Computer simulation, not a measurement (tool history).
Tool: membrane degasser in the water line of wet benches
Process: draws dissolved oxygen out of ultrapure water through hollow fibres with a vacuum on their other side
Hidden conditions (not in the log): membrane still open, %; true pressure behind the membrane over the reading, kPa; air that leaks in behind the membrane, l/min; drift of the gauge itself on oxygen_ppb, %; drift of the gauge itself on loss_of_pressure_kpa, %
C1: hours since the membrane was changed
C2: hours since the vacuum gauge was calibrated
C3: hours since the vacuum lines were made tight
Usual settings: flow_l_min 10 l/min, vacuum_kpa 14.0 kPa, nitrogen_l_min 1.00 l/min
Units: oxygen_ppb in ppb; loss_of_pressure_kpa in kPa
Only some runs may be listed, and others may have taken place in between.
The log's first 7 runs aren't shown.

run 8 hour=252.2 | flow_l_min=10 vacuum_kpa=14.0 nitrogen_l_min=1.00 | C1=888 C2=7116 C3=5261 | oxygen_ppb=297.6 loss_of_pressure_kpa=36.34
run 9 hour=294.6 | flow_l_min=10 vacuum_kpa=14.0 nitrogen_l_min=1.00 | C1=930 C2=7158 C3=5303 | oxygen_ppb=293.4 loss_of_pressure_kpa=36.31
run 10 hour=326.0 | flow_l_min=14 vacuum_kpa=14.0 nitrogen_l_min=1.00 | C1=962 C2=7190 C3=5335 | oxygen_ppb=456.5 loss_of_pressure_kpa=50.49
run 11 hour=347.3 | flow_l_min=14 vacuum_kpa=14.0 nitrogen_l_min=1.00 | C1=983 C2=7211 C3=5356 | oxygen_ppb=459.2 loss_of_pressure_kpa=50.59
run 12 hour=386.9 | flow_l_min=9 vacuum_kpa=14.0 nitrogen_l_min=1.00 | C1=1023 C2=7250 C3=5395 | oxygen_ppb=261.1 loss_of_pressure_kpa=32.86
run 13 hour=429.6 | flow_l_min=10 vacuum_kpa=14.0 nitrogen_l_min=1.00 | C1=1066 C2=7293 C3=5438 | oxygen_ppb=296.2 loss_of_pressure_kpa=36.28
run 14 hour=459.9 | flow_l_min=10 vacuum_kpa=14.0 nitrogen_l_min=1.00 | C1=1096 C2=7323 C3=5468 | oxygen_ppb=296.2 loss_of_pressure_kpa=36.43
run 15 hour=480.1 | flow_l_min=10 vacuum_kpa=12.5 nitrogen_l_min=1.00 | C1=1116 C2=7344 C3=5489 | oxygen_ppb=263.9 loss_of_pressure_kpa=36.41
run 16 hour=508.0 | flow_l_min=10 vacuum_kpa=12.5 nitrogen_l_min=1.00 | C1=1144 C2=7372 C3=5516 | oxygen_ppb=264.6 loss_of_pressure_kpa=36.15

What does the tool deliver on the next run?
run 17 hour=554.0 | flow_l_min=14 vacuum_kpa=19.0 nitrogen_l_min=1.78 | C1=1190 C2=7418 C3=5563 | oxygen_ppb=? loss_of_pressure_kpa=?

oxygen_ppb: 412.8 ppb
loss_of_pressure_kpa: 50.24 kPa
Had the tool carried no hidden state, the very same run would have given oxygen_ppb 412.7 ppb, loss_of_pressure_kpa 50.78 kPa.
